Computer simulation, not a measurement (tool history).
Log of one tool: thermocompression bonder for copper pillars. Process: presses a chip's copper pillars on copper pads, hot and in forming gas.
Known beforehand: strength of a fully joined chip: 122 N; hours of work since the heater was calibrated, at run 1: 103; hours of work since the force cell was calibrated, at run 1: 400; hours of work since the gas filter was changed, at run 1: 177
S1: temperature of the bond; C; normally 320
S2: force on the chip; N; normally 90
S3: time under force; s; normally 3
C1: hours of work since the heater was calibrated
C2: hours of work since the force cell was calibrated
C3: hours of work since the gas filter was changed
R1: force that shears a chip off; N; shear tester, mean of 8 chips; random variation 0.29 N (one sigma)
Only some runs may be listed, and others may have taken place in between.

run    hour   S1  S2  S3    C1    C2   C3    R1
  1       0  320  90   3   103   400  177  69.4
  2    84.4  320  90   3   149   446  223  68.5
  3   149.1  320  70   3   185   482  259  57.9
  4   198.6  320  70   3   212   509  286  57.8
      253.4  -- forming gas filter changed
  5   264.8  320  90   3   248   545    6  70.3
  6   311.5  320  90   3   273   571   32  71.4
  7   412.7  320  90   3   329   626   87  70.4
  8   504.3  320  90   3   379   677  138  70.3
  9   553.7  320  90   3   407   704  165  70.5
 10   634.8  320  90   3   451   748  209  70.3
 11     720  320  90   3   498   795  256  70.1
 12   800.6  320  90   3   542   839  301  69.9
      831.9  -- forming gas filter changed
 13   866.7  332  90   3   578   876   19  79.5
 14   938.5  332  90   3   618   915   59  79.3
 15     986  325  67   6   644   941   85  77.7
 16  1066.2  340  75   4   688   985  129  81.5
 17  1137.8  340  75   4   727  1024  168  81.7
 18  1195.2  307  90   6   759  1056  200  78.5
 19    1285  350  59   7   808  1105  249  88.3
 20  1340.5  316  59   9   838  1136  279  74.6
 21  1400.1  335  62   3   871  1169  312  63.8
     1415.1  -- forming gas filter changed
 22  1493.5  335  62   3   922  1220   43  65.8
     1540.9  -- force cell calibrated
 23  1575.9  335  62   4   967    19   87  69.7
 24  1645.2  344  88   4  1005    57  126  89.4
 25  1734.1  320  66   6  1054   106  174    72
 26  1776.9  319  97   7  1077   130  198    91
 27  1847.1  319  97   7  1116   168  236  90.6
 28  1914.7  299  90   3  1153   205  274  57.4

Hidden state at the last listed run before each entry between runs and at the first one after, where it differs:
Logged between run 4 and run 5: forming gas filter changed (hour 253.4)
  true temperature of the bond over the reading, C: -0.2 -> -0.1; force that reaches the chip, % of what is set: 103.3 -> 103.5; oxide that the forming gas leaves, % of the face: 4.16 -> 0.66
  difference, measured minus the result without the unlogged condition, R1: -1 -> +1.3 N
Logged between run 12 and run 13: forming gas filter changed (hour 831.9)
  true temperature of the bond over the reading, C: 0.8 -> 0.9; force that reaches the chip, % of what is set: 105.4 -> 105.6; oxide that the forming gas leaves, % of the face: 4.24 -> 0.77
  difference, measured minus the result without the unlogged condition, R1: +0 -> +2.7 N
Logged between run 21 and run 22: forming gas filter changed (hour 1415.1)
  true temperature of the bond over the reading, C: 1.9 -> 2; force that reaches the chip, % of what is set: 107.4 -> 107.7; oxide that the forming gas leaves, % of the face: 4.37 -> 1.04
  difference, measured minus the result without the unlogged condition, R1: +1.4 -> +3.9 N
Logged between run 22 and run 23: force cell calibrated (hour 1540.9)
  true temperature of the bond over the reading, C: 2 -> 2.2; force that reaches the chip, % of what is set: 107.7 -> 101.4; oxide that the forming gas leaves, % of the face: 1.04 -> 1.66
  difference, measured minus the result without the unlogged condition, R1: +3.9 -> +1 N

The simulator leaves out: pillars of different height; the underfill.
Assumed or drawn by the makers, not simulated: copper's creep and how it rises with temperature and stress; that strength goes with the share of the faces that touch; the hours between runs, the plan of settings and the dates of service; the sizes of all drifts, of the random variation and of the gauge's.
